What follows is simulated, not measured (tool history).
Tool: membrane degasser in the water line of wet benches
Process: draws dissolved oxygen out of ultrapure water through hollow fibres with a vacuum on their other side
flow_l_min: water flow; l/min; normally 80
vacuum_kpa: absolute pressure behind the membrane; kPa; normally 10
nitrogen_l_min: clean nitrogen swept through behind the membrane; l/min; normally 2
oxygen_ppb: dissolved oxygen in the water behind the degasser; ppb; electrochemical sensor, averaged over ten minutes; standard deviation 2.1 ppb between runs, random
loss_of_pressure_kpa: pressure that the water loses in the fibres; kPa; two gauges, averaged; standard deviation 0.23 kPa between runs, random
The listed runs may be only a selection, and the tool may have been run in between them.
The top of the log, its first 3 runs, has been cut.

| run | hour | flow_l_min | vacuum_kpa | nitrogen_l_min | hours since the membrane was changed | hours since the vacuum gauge was calibrated | hours since the vacuum lines were made tight | oxygen_ppb | loss_of_pressure_kpa |
|---|---|---|---|---|---|---|---|---|---|
| 4 | 142.8 | 80 | 10 | 2.78 | 3169 | 3802 | 2506 | 436.6 | 61.63 |
| 5 | 206.2 | 71 | 10 | 2 | 3233 | 3865 | 2569 | 501 | 55.05 |
| 6 | 253.5 | 71 | 10 | 2 | 3280 | 3913 | 2616 | 500 | 54.67 |
| 7 | 314.6 | 71 | 10 | 2 | 3341 | 3974 | 2678 | 498.4 | 54.94 |
| 8 | 403.5 | 71 | 10 | 2 | 3430 | 4062 | 2766 | 499.3 | 54.51 |
| 9 | 487.4 | 71 | 10 | 2 | 3514 | 4146 | 2850 | 501.7 | 55.13 |
| 10 | 572.6 | 71 | 10 | 2 | 3599 | 4232 | 2936 | 500 | 54.75 |
| 11 | 640.4 | 71 | 10 | 2 | 3667 | 4299 | 3003 | 502.5 | 55.22 |
| 12 | 704.7 | 80 | 10 | 2 | 3731 | 4364 | 3068 | 559.2 | 62.74 |
| 13 | 746.8 | 80 | 10 | 2 | 3773 | 4406 | 3110 | 556.7 | 62.07 |
| 14 | 836.5 | 80 | 10 | 2 | 3863 | 4496 | 3200 | 556.2 | 62.1 |
| 15 | 910.9 | 54 | 10 | 2 | 3937 | 4570 | 3274 | 394.3 | 41.97 |
| 16 | 983.4 | 54 | 10 | 2 | 4010 | 4642 | 3346 | 398.5 | 42.08 |
| 17 | 1072.8 | 80 | 10 | 2 | 4099 | 4732 | 3436 | 556.8 | 62.25 |
| 18 | 1164.4 | 80 | 19.3 | 2 | 4191 | 4823 | 3527 | 1176.8 | 62.61 |
| 19 | 1212.7 | 80 | 22.8 | 2 | 4239 | 4872 | 3576 | 1392.7 | 62.21 |
| 20 | 1252 | 80 | 22.2 | 2.14 | 4278 | 4911 | 3615 | 1274.7 | 62.58 |

Run 21 is up next; what results do you expect?
| 21 | 1306.4 | 80 | 9.6 | 2.06 | 4333 | 4965 | 3669 | ? | ? |

For run 21 the tool returned oxygen_ppb 520.1 ppb, loss_of_pressure_kpa 62.59 kPa.
Had the tool carried no hidden state, the very same run would have given oxygen_ppb 504.3 ppb, loss_of_pressure_kpa 60.42 kPa.

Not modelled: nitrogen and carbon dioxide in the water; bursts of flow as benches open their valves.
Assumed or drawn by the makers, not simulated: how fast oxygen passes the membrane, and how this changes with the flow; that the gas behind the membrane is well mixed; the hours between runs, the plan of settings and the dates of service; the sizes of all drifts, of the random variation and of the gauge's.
